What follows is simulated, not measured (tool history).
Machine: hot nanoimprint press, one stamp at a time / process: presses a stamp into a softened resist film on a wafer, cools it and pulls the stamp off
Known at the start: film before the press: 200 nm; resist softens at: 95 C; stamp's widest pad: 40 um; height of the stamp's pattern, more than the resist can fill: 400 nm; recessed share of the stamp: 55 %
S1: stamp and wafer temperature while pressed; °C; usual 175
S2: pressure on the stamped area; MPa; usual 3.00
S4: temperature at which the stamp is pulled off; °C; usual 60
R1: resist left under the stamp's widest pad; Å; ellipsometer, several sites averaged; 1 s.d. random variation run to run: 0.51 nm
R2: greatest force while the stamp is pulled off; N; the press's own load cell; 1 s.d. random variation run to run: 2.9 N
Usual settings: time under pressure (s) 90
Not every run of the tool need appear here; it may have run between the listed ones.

{"run": 1, "day": 0.0, "S1": 175, "S2": 3.0, "time under pressure (s)": 90, "S4": 60, "R1": 1056, "R2": 136}
{"run": 2, "day": 0.212, "S1": 175, "S2": 3.0, "time under pressure (s)": 90, "S4": 60, "R1": 1047, "R2": 141}
{"run": 3, "day": 0.583, "S1": 175, "S2": 3.0, "time under pressure (s)": 90, "S4": 60, "R1": 1051, "R2": 141}
{"run": 4, "day": 0.875, "S1": 175, "S2": 3.0, "time under pressure (s)": 90, "S4": 60, "R1": 1047, "R2": 137}
{"run": 5, "day": 1.346, "S1": 175, "S2": 3.0, "time under pressure (s)": 90, "S4": 60, "R1": 1037, "R2": 141}
{"run": 6, "day": 1.567, "S1": 175, "S2": 3.0, "time under pressure (s)": 90, "S4": 60, "R1": 1046, "R2": 139}
{"run": 7, "day": 1.988, "S1": 175, "S2": 3.0, "time under pressure (s)": 90, "S4": 60, "R1": 1046, "R2": 143}
{"run": 8, "day": 2.262, "S1": 175, "S2": 3.0, "time under pressure (s)": 90, "S4": 60, "R1": 1051, "R2": 136}
{"run": 9, "day": 2.512, "S1": 175, "S2": 3.0, "time under pressure (s)": 90, "S4": 60, "R1": 1058, "R2": 139}
{"run": 10, "day": 3.029, "S1": 175, "S2": 3.0, "time under pressure (s)": 90, "S4": 60, "R1": 1048, "R2": 139}
{"run": 11, "day": 3.367, "S1": 175, "S2": 3.0, "time under pressure (s)": 88, "S4": 60, "R1": 1061, "R2": 134}
{"run": 12, "day": 3.65, "S1": 175, "S2": 3.0, "time under pressure (s)": 88, "S4": 60, "R1": 1066, "R2": 140}
{"run": 13, "day": 4.038, "S1": 175, "S2": 3.0, "time under pressure (s)": 88, "S4": 60, "R1": 1055, "R2": 149}
{"run": 14, "day": 4.342, "S1": 175, "S2": 3.0, "time under pressure (s)": 90, "S4": 60, "R1": 1052, "R2": 138}
{"run": 15, "day": 4.754, "S1": 175, "S2": 3.0, "time under pressure (s)": 155, "S4": 60, "R1": 851, "R2": 136}
{"run": 16, "day": 4.992, "S1": 179, "S2": 3.0, "time under pressure (s)": 143, "S4": 63, "R1": 782, "R2": 131}
{"run": 17, "day": 5.346, "S1": 179, "S2": 1.99, "time under pressure (s)": 143, "S4": 52, "R1": 926, "R2": 152}
{"run": 18, "day": 5.729, "S1": 179, "S2": 2.2, "time under pressure (s)": 81, "S4": 49, "R1": 1092, "R2": 169}
{"run": 19, "day": 6.208, "S1": 177, "S2": 3.0, "time under pressure (s)": 90, "S4": 60, "R1": 997, "R2": 143}
{"run": 20, "day": 6.475, "S1": 177, "S2": 3.0, "time under pressure (s)": 90, "S4": 60, "R1": 994, "R2": 140}
{"run": 21, "day": 6.829, "S1": 181, "S2": 1.83, "time under pressure (s)": 116, "S4": 60, "R1": 971, "R2": 140}
{"run": 22, "day": 7.162, "S1": 175, "S2": 1.93, "time under pressure (s)": 90, "S4": 60, "R1": 1228, "R2": 135}
{"run": 23, "day": 7.433, "S1": 169, "S2": 2.06, "time under pressure (s)": 71, "S4": 53, "R1": 1462, "R2": 152}
{"run": 24, "day": 7.812, "S1": 181, "S2": 4.11, "time under pressure (s)": 107, "S4": 47, "R1": 717, "R2": 164}
{"run": 25, "day": 8.217, "S1": 187, "S2": 4.45, "time under pressure (s)": 88, "S4": 65, "R1": 628, "R2": 128}
{"run": 26, "day": 8.692, "S1": 187, "S2": 2.0, "time under pressure (s)": 88, "S4": 56, "R1": 886, "R2": 144}
{"run": 27, "day": 8.996, "S1": 187, "S2": 2.0, "time under pressure (s)": 88, "S4": 56, "R1": 892, "R2": 148}
{"run": 28, "day": 9.254, "S1": 175, "S2": 3.0, "time under pressure (s)": 90, "S4": 55, "R1": 1052, "R2": 149}
{"run": 29, "day": 9.696, "S1": 182, "S2": 3.7, "time under pressure (s)": 90, "S4": 61, "R1": 792, "R2": 136}

Here are 5 independent what-if runs from the current tool condition. What would each one return?
{"run": "A", "day": 10.033, "S1": 167, "S2": 3.64, "time under pressure (s)": 141, "S4": 60, "R1": "?", "R2": "?"}
{"run": "B", "day": 10.033, "S1": 182, "S2": 3.7, "time under pressure (s)": 90, "S4": 56, "R1": "?", "R2": "?"}
{"run": "C", "day": 10.033, "S1": 178, "S2": 3.0, "time under pressure (s)": 92, "S4": 60, "R1": "?", "R2": "?"}
{"run": "D", "day": 10.033, "S1": 182, "S2": 4.32, "time under pressure (s)": 90, "S4": 61, "R1": "?", "R2": "?"}
{"run": "E", "day": 10.033, "S1": 175, "S2": 2.12, "time under pressure (s)": 86, "S4": 60, "R1": "?", "R2": "?"}

run=A R1=1065 R2=136
run=B R1=786 R2=151
run=C R1=958 R2=138
run=D R1=733 R2=136
run=E R1=1211 R2=141
Take away the tool's hidden state, keep each run's random variation, and the runs would have read:
run=A R1=1064 R2=135
run=B R1=786 R2=150
run=C R1=958 R2=136
run=D R1=733 R2=135
run=E R1=1210 R2=140
